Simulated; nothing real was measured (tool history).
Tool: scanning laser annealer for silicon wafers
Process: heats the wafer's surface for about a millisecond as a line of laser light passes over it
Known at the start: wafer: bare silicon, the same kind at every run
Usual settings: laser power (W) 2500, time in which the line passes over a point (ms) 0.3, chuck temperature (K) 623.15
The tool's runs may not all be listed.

run,day,laser power (W),time in which the line passes over a point (ms),chuck temperature (K),highest temperature of the surface (K)
1,0,2500,0.3,623.15,1327.15
2,1.958,2500,0.33,623.15,1356.15
3,4.792,2500,0.33,623.15,1356.15
4,7.542,2500,0.33,623.15,1350.15
5,10.108,2500,0.3,591.15,1284.15
6,12.971,2500,0.3,591.15,1279.15
7,14.175,2500,0.3,637.15,1322.15
8,16.575,2596,0.3,623.15,1341.15
9,18.904,2500,0.3,659.15,1340.15
10,20.571,2500,0.3,612.15,1291.15
11,23.188,2500,0.3,612.15,1290.15
12,25.646,2500,0.3,612.15,1287.15
13,27.179,2500,0.359,623.15,1357.15
14,28.554,2500,0.359,623.15,1354.15
15,31.246,2500,0.359,623.15,1351.15
16,33.104,2500,0.3,623.15,1289.15
17,35.858,2500,0.3,623.15,1287.15
18,37.233,2500,0.3,623.15,1284.15
19,40.212,2500,0.3,623.15,1331.15
20,42.592,2500,0.3,623.15,1330.15
21,44.917,2500,0.3,623.15,1325.15
22,46.804,2549,0.355,587.15,1363.15
23,48.662,2262,0.287,623.15,1229.15
24,50.412,2138,0.3,610.15,1185.15
25,53.25,2138,0.3,610.15,1184.15
26,55.912,2666,0.37,625.15,1448.15
27,57.917,2679,0.3,621.15,1369.15
28,59.138,2500,0.342,623.15,1352.15
29,60.688,2374,0.354,623.15,1318.15
30,63.546,2329,0.317,642.15,1286.15
31,66.062,2185,0.317,609.15,1203.15
32,68.742,2185,0.267,609.15,1151.15
33,71.412,2500,0.232,623.15,1219.15
34,73.9,2518,0.216,658.15,1234.15
35,75.738,2518,0.216,658.15,1230.15
36,77.338,2368,0.232,623.15,1175.15
37,79.742,2635,0.3,650.15,1387.15
38,82.204,2635,0.3,639.15,1371.15
39,85.092,2705,0.323,623.15,1402.15
40,86.7,2500,0.316,625.15,1321.15
41,87.992,2281,0.254,655.15,1215.15
42,90.508,2281,0.336,595.15,1237.15

Taken out of this log: 3 entries between the listed runs. Where each belongs, and how the hidden state differs across it:
Between runs 18 and 19: optics aligned, line set to its width (day 37.871); window over the wafer cleaned (day 39.538)
  light that passes the window, % of a clean one's: 96.28 -> 99.88; laser's true power over the reading, %: -1.47 -> -1.49; width of the line over the set one, %: 3.48 -> 0.41
  measured less the result without the state, highest temperature of the surface (K): -61 -> -16
Between runs 36 and 37: window over the wafer cleaned (day 78.929)
  light that passes the window, % of a clean one's: 96.57 -> 99.88; laser's true power over the reading, %: -1.81 -> -1.83; width of the line over the set one, %: 2.79 -> 2.95
  measured less the result without the state, highest temperature of the surface (K): -48 -> -34
